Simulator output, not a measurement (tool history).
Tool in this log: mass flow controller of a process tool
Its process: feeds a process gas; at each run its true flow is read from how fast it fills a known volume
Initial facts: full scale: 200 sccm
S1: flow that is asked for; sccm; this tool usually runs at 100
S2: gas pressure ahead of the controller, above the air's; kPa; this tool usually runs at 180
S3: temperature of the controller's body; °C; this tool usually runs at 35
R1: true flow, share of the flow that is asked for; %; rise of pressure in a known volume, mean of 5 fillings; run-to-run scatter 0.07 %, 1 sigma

| run | hour | S1 | S2 | S3 | R1 |
|---|---|---|---|---|---|
| 1 | 0.0 | 100 | 180 | 35 | 96.82 |
| 2 | 104.0 | 100 | 180 | 35 | 96.77 |
| 3 | 188.9 | 100 | 180 | 35 | 96.79 |
| 4 | 264.1 | 100 | 180 | 35 | 96.70 |
| 5 | 353.2 | 100 | 180 | 35 | 96.81 |
| 6 | 403.2 | 100 | 180 | 35 | 96.76 |
| 7 | 458.5 | 100 | 180 | 29 | 96.54 |
| 8 | 533.9 | 100 | 180 | 29 | 96.42 |
| 9 | 624.6 | 100 | 180 | 29 | 96.43 |
| 10 | 722.8 | 100 | 180 | 29 | 96.39 |
| 11 | 786.0 | 100 | 180 | 29 | 96.32 |
| 12 | 837.2 | 100 | 180 | 29 | 96.38 |
| 13 | 909.6 | 127 | 180 | 35 | 97.05 |
| 14 | 971.6 | 127 | 180 | 35 | 97.11 |
| 15 | 1089.9 | 100 | 236 | 35 | 96.06 |
| 16 | 1154.7 | 100 | 236 | 35 | 96.21 |
| 17 | 1217.7 | 100 | 236 | 35 | 95.96 |
| 18 | 1281.8 | 100 | 180 | 38 | 96.50 |
|  | 1292.2 | controller's zero set anew |
| 19 | 1365.0 | 100 | 180 | 38 | 96.19 |
| 20 | 1489.3 | 100 | 180 | 38 | 96.17 |
|  | 1596.2 | controller's zero set anew, once more |
| 21 | 1605.1 | 100 | 165 | 38 | 97.78 |
| 22 | 1658.2 | 100 | 165 | 38 | 97.74 |
| 23 | 1773.6 | 100 | 180 | 35 | 97.34 |
| 24 | 1874.6 | 100 | 180 | 35 | 97.43 |
| 25 | 1991.2 | 100 | 179 | 24 | 97.06 |
| 26 | 2043.6 | 100 | 180 | 35 | 97.50 |
| 27 | 2123.5 | 142 | 212 | 35 | 97.75 |
| 28 | 2207.3 | 198 | 212 | 21 | 97.96 |
| 29 | 2281.1 | 100 | 167 | 39 | 97.64 |
| 30 | 2348.3 | 45 | 180 | 35 | 96.48 |
| 31 | 2451.1 | 100 | 175 | 35 | 97.31 |
| 32 | 2522.9 | 24 | 180 | 35 | 95.81 |
| 33 | 2599.7 | 100 | 219 | 32 | 96.84 |
| 34 | 2694.5 | 37 | 141 | 25 | 95.92 |
| 35 | 2765.3 | 22 | 146 | 40 | 95.91 |
| 36 | 2837.9 | 98 | 154 | 35 | 97.29 |
| 37 | 2908.3 | 98 | 154 | 35 | 97.29 |
| 38 | 2977.4 | 114 | 273 | 24 | 96.25 |
| 39 | 3070.3 | 114 | 273 | 24 | 96.27 |
| 40 | 3162.4 | 66 | 273 | 31 | 95.73 |
| 41 | 3286.9 | 29 | 273 | 32 | 94.76 |
| 42 | 3409.2 | 38 | 236 | 22 | 94.98 |
| 43 | 3506.1 | 23 | 180 | 32 | 94.88 |
| 44 | 3574.6 | 165 | 260 | 32 | 97.10 |
| 45 | 3678.5 | 200 | 180 | 36 | 98.36 |
| 46 | 3793.7 | 100 | 157 | 28 | 96.74 |
| 47 | 3900.6 | 54 | 186 | 30 | 95.81 |
| 48 | 4010.3 | 109 | 173 | 30 | 96.81 |

Alternative continuations, all from the tool just after run 48; predict every row:
| A | 4090.5 | 42 | 180 | 25 | ? |
| B | 4090.5 | 53 | 173 | 31 | ? |
| C | 4090.5 | 138 | 173 | 30 | ? |
| D | 4090.5 | 100 | 190 | 25 | ? |

| run | R1 |
|---|---|
| A | 95.20 |
| B | 95.67 |
| C | 97.07 |
| D | 96.26 |
Stripped of hidden state, with their random variation kept, the same runs would have yielded:
| run | R1 |
|---|---|
| A | 98.28 |
| B | 98.56 |
| C | 99.52 |
| D | 98.82 |
